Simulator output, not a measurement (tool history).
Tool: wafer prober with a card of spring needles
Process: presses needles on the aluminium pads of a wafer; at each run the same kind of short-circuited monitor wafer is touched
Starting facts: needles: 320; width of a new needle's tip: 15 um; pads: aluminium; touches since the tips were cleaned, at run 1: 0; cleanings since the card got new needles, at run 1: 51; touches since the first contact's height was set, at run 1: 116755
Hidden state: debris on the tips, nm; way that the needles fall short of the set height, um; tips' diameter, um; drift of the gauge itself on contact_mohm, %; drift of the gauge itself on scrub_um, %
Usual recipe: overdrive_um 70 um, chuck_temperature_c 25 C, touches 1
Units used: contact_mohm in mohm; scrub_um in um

run,hour,overdrive_um,chuck_temperature_c,touches,touches since the tips were cleaned,cleanings since the card got new needles,touches since the first contact's height was set,contact_mohm,scrub_um
1,0.0,70,25,1,0,51,116755,262,12.23
# hour 4.2: tips cleaned on abrasive film
# hour 8.4: tips cleaned on abrasive film
# hour 11.7: tips cleaned on abrasive film
# hour 15.1: tips cleaned on abrasive film
2,16.8,70,25,1,1022,55,126771,289,12.12
# hour 18.5: tips cleaned on abrasive film
# hour 21.9: tips cleaned on abrasive film
# hour 25.3: tips cleaned on abrasive film
# hour 29.5: tips cleaned on abrasive film
# hour 32.8: tips cleaned on abrasive film
# hour 37.0: tips cleaned on abrasive film
# hour 40.4: tips cleaned on abrasive film
# hour 43.8: tips cleaned on abrasive film
3,46.4,70,25,1,1596,63,144356,295,11.79
# hour 47.3: tips cleaned on abrasive film
# hour 51.5: tips cleaned on abrasive film
# hour 55.7: tips cleaned on abrasive film
# hour 59.0: tips cleaned on abrasive film
# hour 63.2: tips cleaned on abrasive film
4,66.3,70,25,1,1855,68,156205,292,11.65
# hour 67.2: tips cleaned on abrasive film
# hour 70.5: tips cleaned on abrasive film
# hour 74.7: tips cleaned on abrasive film
# hour 78.1: tips cleaned on abrasive film
# hour 82.3: tips cleaned on abrasive film
5,83.4,70,31,1,653,73,166351,279,11.44
# hour 85.9: tips cleaned on abrasive film
# hour 90.1: tips cleaned on abrasive film
# hour 93.5: tips cleaned on abrasive film
# hour 96.8: tips cleaned on abrasive film, once more
# hour 100.2: tips cleaned on abrasive film
# hour 104.4: tips cleaned on abrasive film
6,104.4,78,25,1,4,79,178847,262,13.10
# hour 107.8: tips cleaned on abrasive film
# hour 111.2: tips cleaned on abrasive film
# hour 115.4: tips cleaned on abrasive film
# hour 118.7: tips cleaned on abrasive film
7,120.5,78,25,1,1057,83,188418,284,12.91
# hour 122.2: tips cleaned on abrasive film
# hour 125.6: tips cleaned on abrasive film
# hour 129.0: tips cleaned on abrasive film
# hour 129.3: height of the first contact set anew
# hour 133.5: tips cleaned on abrasive film
# hour 137.0: tips cleaned on abrasive film
8,137.0,78,25,1,0,88,4579,266,14.47
# hour 141.1: tips cleaned on abrasive film
# hour 144.5: tips cleaned on abrasive film
# hour 148.7: tips cleaned on abrasive film
# hour 152.1: tips cleaned on abrasive film
# hour 155.4: tips cleaned on abrasive film
# hour 159.6: tips cleaned on abrasive film
9,160.0,70,25,1,196,94,18265,265,13.10
# hour 163.3: tips cleaned on abrasive film
# hour 166.7: tips cleaned on abrasive film
# hour 170.9: tips cleaned on abrasive film
# hour 174.3: tips cleaned on abrasive film
# hour 178.4: tips cleaned on abrasive film
# hour 181.8: tips cleaned on abrasive film
10,184.0,70,25,1,1359,100,32616,285,12.76
# hour 185.8: tips cleaned on abrasive film
# hour 190.0: tips cleaned on abrasive film
# hour 194.2: tips cleaned on abrasive film
# hour 198.3: tips cleaned on abrasive film
# hour 201.7: tips cleaned on abrasive film
11,202.6,70,25,1,515,105,43624,279,12.89
# hour 205.1: tips cleaned on abrasive film
# hour 209.3: tips cleaned on abrasive film
# hour 213.5: tips cleaned on abrasive film
# hour 216.9: tips cleaned on abrasive film
# hour 220.2: tips cleaned on abrasive film
# hour 224.4: tips cleaned on abrasive film
12,227.6,51,25,1,1947,111,58558,326,9.12
# hour 228.5: tips cleaned on abrasive film
# hour 231.9: tips cleaned on abrasive film
# hour 235.3: tips cleaned on abrasive film
# hour 239.4: tips cleaned on abrasive film
# hour 243.6: tips cleaned on abrasive film
# hour 247.0: tips cleaned on abrasive film
# hour 250.4: tips cleaned on abrasive film
13,251.9,70,25,1,948,118,72998,285,12.43
# hour 254.5: tips cleaned on abrasive film
# hour 257.9: tips cleaned on abrasive film
# hour 262.0: tips cleaned on abrasive film
# hour 266.2: tips cleaned on abrasive film
14,269.5,56,25,1,1986,122,83479,323,9.79
# hour 270.4: tips cleaned on abrasive film
# hour 274.6: tips cleaned on abrasive film
# hour 278.0: tips cleaned on abrasive film
# hour 281.3: tips cleaned on abrasive film
# hour 285.5: tips cleaned on abrasive film
# hour 288.9: tips cleaned on abrasive film
# hour 292.6: tips cleaned on abrasive film
15,292.6,60,70,1,0,129,97196,283,10.41
# hour 296.8: tips cleaned on abrasive film
# hour 300.2: tips cleaned on abrasive film
# hour 304.4: tips cleaned on abrasive film
# hour 307.7: tips cleaned on abrasive film
# hour 311.9: tips cleaned on abrasive film
16,313.8,60,70,1,1127,134,109814,316,10.18
# hour 315.5: tips cleaned on abrasive film
# hour 319.7: tips cleaned on abrasive film
# hour 323.1: tips cleaned on abrasive film
# hour 327.3: tips cleaned on abrasive film
# hour 331.4: tips cleaned on abrasive film
# hour 334.8: tips cleaned on abrasive film
# hour 339.0: tips cleaned on abrasive film
17,341.7,51,49,2,1674,141,126478,308,8.38
# hour 342.7: tips cleaned on abrasive film
# hour 346.0: tips cleaned on abrasive film
# hour 350.2: tips cleaned on abrasive film
# hour 353.6: tips cleaned on abrasive film
# hour 357.8: tips cleaned on abrasive film
# hour 362.0: tips cleaned on abrasive film
# hour 366.2: tips cleaned on abrasive film
# hour 370.3: tips cleaned on abrasive film
18,372.0,88,70,2,1026,149,144493,286,15.32
# hour 373.8: tips cleaned on abrasive film
# hour 377.1: tips cleaned on abrasive film
# hour 381.3: tips cleaned on abrasive film
# hour 385.5: tips cleaned on abrasive film
19,385.5,69,88,3,0,153,152468,285,11.72
# hour 389.7: tips cleaned on abrasive film
# hour 393.9: tips cleaned on abrasive film
# hour 398.0: tips cleaned on abrasive film
# hour 402.2: tips cleaned on abrasive film
# hour 405.6: tips cleaned on abrasive film
20,407.8,66,91,2,1370,158,165830,304,11.04
# hour 409.6: tips cleaned on abrasive film
# hour 413.0: tips cleaned on abrasive film
# hour 416.3: tips cleaned on abrasive film
# hour 419.7: tips cleaned on abrasive film
# hour 423.1: tips cleaned on abrasive film
# hour 427.3: tips cleaned on abrasive film
21,430.0,62,91,2,1672,164,178994,313,10.11
# hour 430.9: tips cleaned on abrasive film
# hour 434.3: tips cleaned on abrasive film
# hour 438.5: tips cleaned on abrasive film
# hour 441.8: tips cleaned on abrasive film
22,443.7,70,25,2,1113,168,187104,281,11.56
# hour 445.4: tips cleaned on abrasive film
# hour 448.8: tips cleaned on abrasive film
# hour 453.0: tips cleaned on abrasive film
# hour 454.9: height of the first contact set anew
# hour 457.4: tips cleaned on abrasive film
# hour 461.6: tips cleaned on abrasive film
# hour 465.3: tips cleaned on abrasive film
23,465.3,70,25,2,0,174,6157,271,12.94

5 options for the next run, each taken on its own from the tool as it stands now. Forecast them:
# hour 468.6: tips cleaned on abrasive film
# hour 472.8: tips cleaned on abrasive film
# hour 477.0: tips cleaned on abrasive film
# hour 481.2: tips cleaned on abrasive film
A,483.2,70,30,2,1222,178,16874,?,?
# hour 468.6: tips cleaned on abrasive film
# hour 472.8: tips cleaned on abrasive film
# hour 477.0: tips cleaned on abrasive film
# hour 481.2: tips cleaned on abrasive film
B,483.2,56,44,2,1222,178,16874,?,?
# hour 468.6: tips cleaned on abrasive film
# hour 472.8: tips cleaned on abrasive film
# hour 477.0: tips cleaned on abrasive film
# hour 481.2: tips cleaned on abrasive film
C,483.2,52,117,2,1222,178,16874,?,?
# hour 468.6: tips cleaned on abrasive film
# hour 472.8: tips cleaned on abrasive film
# hour 477.0: tips cleaned on abrasive film
# hour 481.2: tips cleaned on abrasive film
D,483.2,70,31,1,1222,178,16874,?,?
# hour 468.6: tips cleaned on abrasive film
# hour 472.8: tips cleaned on abrasive film
# hour 477.0: tips cleaned on abrasive film
# hour 481.2: tips cleaned on abrasive film
E,483.2,68,38,2,1222,178,16874,?,?

run,contact_mohm,scrub_um
A,281,13.18
B,298,10.43
C,317,9.71
D,289,12.99
E,284,12.60
With no hidden state in the tool, these same runs would have given:
run,contact_mohm,scrub_um
A,262,13.33
B,270,10.58
C,289,9.85
D,260,13.13
E,265,12.74

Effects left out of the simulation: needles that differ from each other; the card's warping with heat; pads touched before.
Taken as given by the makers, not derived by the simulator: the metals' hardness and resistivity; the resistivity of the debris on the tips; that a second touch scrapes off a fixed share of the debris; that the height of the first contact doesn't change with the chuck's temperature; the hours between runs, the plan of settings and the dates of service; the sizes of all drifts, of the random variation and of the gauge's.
